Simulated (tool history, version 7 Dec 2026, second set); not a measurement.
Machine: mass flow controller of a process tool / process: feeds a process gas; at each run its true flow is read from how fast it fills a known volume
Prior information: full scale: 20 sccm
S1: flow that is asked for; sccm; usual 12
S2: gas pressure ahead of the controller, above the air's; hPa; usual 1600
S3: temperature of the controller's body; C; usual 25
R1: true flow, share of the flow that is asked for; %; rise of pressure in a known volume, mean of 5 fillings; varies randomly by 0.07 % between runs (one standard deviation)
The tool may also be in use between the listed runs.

run	day	S1	S2	S3	R1
1	0.000	12	1600	25	98.59
2	11.008	12	1860	25	98.59
3	32.250	12	1860	25	98.52
4	48.900	12	1600	22	98.28
5	60.471	12	1600	22	98.22
6	71.975	12	1600	25	98.31
7	83.792	5	1620	25	98.01
8	102.767	10	2440	28	98.87
9	122.762	10	1800	39	99.27
10	142.875	12	1710	25	98.33
11	160.733	12	1710	25	98.30
12	178.875	12	1710	25	98.31

Predict each of these 3 candidate next runs independently; none follows another, all start after run 12:
A	197.042	2	2670	25	?
B	197.042	6	2190	29	?
C	197.042	5	2310	28	?

run	R1
A	99.58
B	98.44
C	98.56
Stripped of hidden state, with their random variation kept, the same runs would have yielded:
run	R1
A	98.13
B	98.66
C	98.62
